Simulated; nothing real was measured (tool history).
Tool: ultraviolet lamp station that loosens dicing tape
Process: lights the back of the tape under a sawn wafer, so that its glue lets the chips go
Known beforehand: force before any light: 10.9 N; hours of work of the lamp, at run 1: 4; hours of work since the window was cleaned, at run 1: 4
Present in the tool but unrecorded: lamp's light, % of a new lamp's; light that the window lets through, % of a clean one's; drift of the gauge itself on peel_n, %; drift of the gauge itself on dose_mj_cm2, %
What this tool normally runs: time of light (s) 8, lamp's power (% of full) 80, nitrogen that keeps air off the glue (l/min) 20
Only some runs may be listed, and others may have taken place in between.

| run | day | time of light (s) | lamp's power (% of full) | nitrogen that keeps air off the glue (l/min) | hours of work of the lamp | hours of work since the window was cleaned | force that peels the tape off (N) | light that reached the tape (J/m2) |
|---|---|---|---|---|---|---|---|---|
| 1 | 0.000 | 8 | 80 | 20 | 4 | 4 | 0.817 | 2630 |
| 2 | 1.617 | 8 | 80 | 20 | 24 | 24 | 0.844 | 2560 |
| 3 | 2.875 | 8 | 80 | 20 | 40 | 40 | 0.899 | 2570 |
| 4 | 3.988 | 8 | 80 | 20 | 54 | 54 | 0.915 | 2550 |
| 5 | 5.067 | 8 | 80 | 20 | 67 | 67 | 0.939 | 2520 |
| 6 | 5.912 | 8 | 80 | 20 | 78 | 78 | 0.958 | 2450 |
| 7 | 7.833 | 8 | 80 | 20 | 102 | 102 | 0.966 | 2480 |
| 8 | 9.467 | 8 | 80 | 20 | 122 | 122 | 1.068 | 2360 |
| 9 | 10.708 | 8 | 80 | 22 | 138 | 138 | 1.034 | 2310 |
| 10 | 12.142 | 13 | 80 | 22 | 156 | 156 | 0.295 | 3720 |
| 11 | 13.188 | 13 | 80 | 22 | 169 | 169 | 0.311 | 3720 |
| 12 | 14.362 | 13 | 80 | 22 | 184 | 184 | 0.313 | 3690 |
| 13 | 15.362 | 13 | 80 | 22 | 196 | 196 | 0.350 | 3670 |
| 14 | 16.754 | 13 | 80 | 22 | 214 | 214 | 0.354 | 3580 |
|  | 16.862 | window cleaned of glue's vapour |
| 15 | 18.350 | 13 | 80 | 22 | 233 | 19 | 0.394 | 3460 |
| 16 | 19.312 | 13 | 80 | 22 | 245 | 31 | 0.380 | 3430 |
| 17 | 20.900 | 13 | 80 | 14 | 265 | 51 | 0.577 | 3360 |
| 18 | 22.575 | 7 | 80 | 20 | 286 | 72 | 1.852 | 1780 |
| 19 | 24.062 | 7 | 80 | 20 | 305 | 90 | 1.962 | 1740 |
| 20 | 25.558 | 7 | 80 | 14 | 324 | 109 | 2.310 | 1710 |
|  | 27.054 | window cleaned of glue's vapour, once more |
| 21 | 27.288 | 7 | 80 | 14 | 345 | 3 | 2.081 | 1830 |
| 22 | 28.096 | 12 | 92 | 7 | 355 | 13 | 0.819 | 3510 |
| 23 | 29.125 | 16 | 80 | 12 | 368 | 26 | 0.379 | 4070 |
| 24 | 30.896 | 16 | 80 | 12 | 390 | 48 | 0.432 | 3980 |
| 25 | 32.433 | 4 | 80 | 19 | 409 | 67 | 4.296 | 980 |
| 26 | 33.892 | 8 | 85 | 11 | 428 | 86 | 1.967 | 1990 |
| 27 | 35.208 | 8 | 85 | 11 | 444 | 102 | 2.010 | 1980 |
| 28 | 36.654 | 8 | 85 | 11 | 462 | 120 | 2.067 | 1950 |
| 29 | 37.538 | 8 | 77 | 31 | 473 | 131 | 1.590 | 1750 |
| 30 | 39.071 | 8 | 77 | 31 | 493 | 151 | 1.685 | 1670 |
| 31 | 40.192 | 5 | 94 | 20 | 507 | 165 | 2.910 | 1220 |
| 32 | 41.742 | 6 | 66 | 20 | 526 | 184 | 3.768 | 1070 |
| 33 | 42.575 | 4 | 66 | 13 | 536 | 194 | 5.830 | 700 |
| 34 | 43.388 | 4 | 74 | 8 | 547 | 205 | 6.038 | 760 |
| 35 | 44.812 | 4 | 74 | 8 | 564 | 222 | 6.151 | 740 |

Expected results for the next run?
|  | 45.079 | window cleaned of glue's vapour |
| 36 | 46.292 | 5 | 65 | 20 | 583 | 15 | ? | ? |

Run 36 came out at force that peels the tape off (N) 4.740, light that reached the tape (J/m2) 870.
With no hidden state in the tool, this same run would have given force that peels the tape off (N) 2.813, light that reached the tape (J/m2) 1400.
